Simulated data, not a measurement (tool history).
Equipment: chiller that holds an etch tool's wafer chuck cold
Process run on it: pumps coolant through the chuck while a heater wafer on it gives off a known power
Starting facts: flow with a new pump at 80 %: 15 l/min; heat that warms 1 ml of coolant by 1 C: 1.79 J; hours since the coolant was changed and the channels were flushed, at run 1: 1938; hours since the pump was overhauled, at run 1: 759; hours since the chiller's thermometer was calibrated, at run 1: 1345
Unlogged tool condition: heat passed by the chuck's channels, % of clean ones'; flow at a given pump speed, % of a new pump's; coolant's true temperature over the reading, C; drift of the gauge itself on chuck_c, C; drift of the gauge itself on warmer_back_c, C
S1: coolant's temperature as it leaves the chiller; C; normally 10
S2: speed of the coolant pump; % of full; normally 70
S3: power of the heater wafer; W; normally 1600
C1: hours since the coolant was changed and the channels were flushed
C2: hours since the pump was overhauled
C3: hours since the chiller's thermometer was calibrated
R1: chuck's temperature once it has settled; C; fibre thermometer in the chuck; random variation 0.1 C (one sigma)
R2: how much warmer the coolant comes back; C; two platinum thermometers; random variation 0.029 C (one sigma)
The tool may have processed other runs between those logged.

run 1 hour=0.0 | S1=10 S2=70 S3=1600 | C1=1938 C2=759 C3=1345 | R1=24.4 R2=4.19
run 2 hour=50.2 | S1=10 S2=70 S3=2248 | C1=1988 C2=809 C3=1395 | R1=30.1 R2=5.83
run 3 hour=83.9 | S1=10 S2=70 S3=2248 | C1=2022 C2=843 C3=1428 | R1=30.0 R2=5.87
run 4 hour=124.7 | S1=20 S2=70 S3=2248 | C1=2062 C2=884 C3=1469 | R1=40.0 R2=5.86
run 5 hour=195.3 | S1=20 S2=70 S3=2248 | C1=2133 C2=954 C3=1540 | R1=39.9 R2=5.85
run 6 hour=250.5 | S1=20 S2=70 S3=2248 | C1=2188 C2=1010 C3=1595 | R1=40.1 R2=5.82
run 7 hour=293.2 | S1=20 S2=70 S3=2248 | C1=2231 C2=1052 C3=1638 | R1=40.0 R2=5.77
run 8 hour=348.9 | S1=10 S2=69 S3=1600 | C1=2287 C2=1108 C3=1693 | R1=24.7 R2=4.25
run 9 hour=396.6 | S1=10 S2=69 S3=1600 | C1=2334 C2=1156 C3=1741 | R1=24.5 R2=4.26
run 10 hour=467.0 | S1=10 S2=69 S3=1600 | C1=2405 C2=1226 C3=1811 | R1=24.6 R2=4.21
run 11 hour=502.4 | S1=10 S2=69 S3=1600 | C1=2440 C2=1261 C3=1847 | R1=24.7 R2=4.24
run 12 hour=566.1 | S1=10 S2=69 S3=1600 | C1=2504 C2=1325 C3=1911 | R1=24.6 R2=4.22
run 13 hour=628.0 | S1=18 S2=69 S3=1600 | C1=2566 C2=1387 C3=1973 | R1=32.6 R2=4.21
run 14 hour=675.8 | S1=10 S2=70 S3=906 | C1=2613 C2=1435 C3=2020 | R1=18.2 R2=2.37
run 15 hour=706.8 | S1=10 S2=70 S3=906 | C1=2645 C2=1466 C3=2051 | R1=18.3 R2=2.36
run 16 hour=774.2 | S1=10 S2=70 S3=906 | C1=2712 C2=1533 C3=2119 | R1=18.3 R2=2.37
run 17 hour=817.0 | S1=10 S2=70 S3=906 | C1=2755 C2=1576 C3=2161 | R1=18.3 R2=2.36
run 18 hour=871.7 | S1=14 S2=72 S3=1259 | C1=2809 C2=1631 C3=2216 | R1=25.3 R2=3.20
run 19 hour=923.8 | S1=14 S2=72 S3=1259 | C1=2862 C2=1683 C3=2268 | R1=25.2 R2=3.23
run 20 hour=956.5 | S1=10 S2=71 S3=997 | C1=2894 C2=1715 C3=2301 | R1=18.9 R2=2.53
run 21 hour=1013.5 | S1=10 S2=82 S3=1737 | C1=2951 C2=1772 C3=2358 | R1=24.1 R2=3.83
run 22 hour=1084.4 | S1=3 S2=70 S3=953 | C1=3022 C2=1843 C3=2429 | R1=11.9 R2=2.42
run 23 hour=1151.8 | S1=3 S2=87 S3=1869 | C1=3090 C2=1911 C3=2496 | R1=17.7 R2=3.85
run 24 hour=1187.9 | S1=1 S2=82 S3=1600 | C1=3126 C2=1947 C3=2532 | R1=14.1 R2=3.56
run 25 hour=1239.9 | S1=7 S2=77 S3=1962 | C1=3178 C2=1999 C3=2584 | R1=23.6 R2=4.63
run 26 hour=1277.3 | S1=7 S2=77 S3=1962 | C1=3215 C2=2036 C3=2622 | R1=23.9 R2=4.66
run 27 hour=1318.3 | S1=7 S2=77 S3=1962 | C1=3256 C2=2077 C3=2663 | R1=23.8 R2=4.59
run 28 hour=1389.5 | S1=10 S2=61 S3=1600 | C1=3327 C2=2149 C3=2734 | R1=26.4 R2=4.86
run 29 hour=1432.7 | S1=19 S2=85 S3=1109 | C1=3370 C2=2192 C3=2777 | R1=27.9 R2=2.35
run 30 hour=1466.7 | S1=19 S2=70 S3=879 | C1=3404 C2=2226 C3=2811 | R1=27.1 R2=2.30
run 31 hour=1514.7 | S1=19 S2=70 S3=879 | C1=3452 C2=2274 C3=2859 | R1=27.1 R2=2.31
run 32 hour=1576.2 | S1=19 S2=70 S3=879 | C1=3514 C2=2335 C3=2921 | R1=27.1 R2=2.32

Consider 3 possible next runs. They are alternatives, not a sequence: every one starts from the tool as it was left by run 32. What does each give?
run A hour=1617.8 | S1=19 S2=70 S3=1942 | C1=3556 C2=2377 C3=2962 | R1=? R2=?
run B hour=1617.8 | S1=5 S2=79 S3=879 | C1=3556 C2=2377 C3=2962 | R1=? R2=?
run C hour=1617.8 | S1=14 S2=64 S3=2103 | C1=3556 C2=2377 C3=2962 | R1=? R2=?

run=A R1=36.9 R2=5.11
run=B R1=12.7 R2=1.98
run=C R1=34.8 R2=6.08
Take away the tool's hidden state, keep each run's random variation, and the runs would have read:
run=A R1=35.4 R2=5.05
run=B R1=11.9 R2=1.95
run=C R1=33.1 R2=6.00
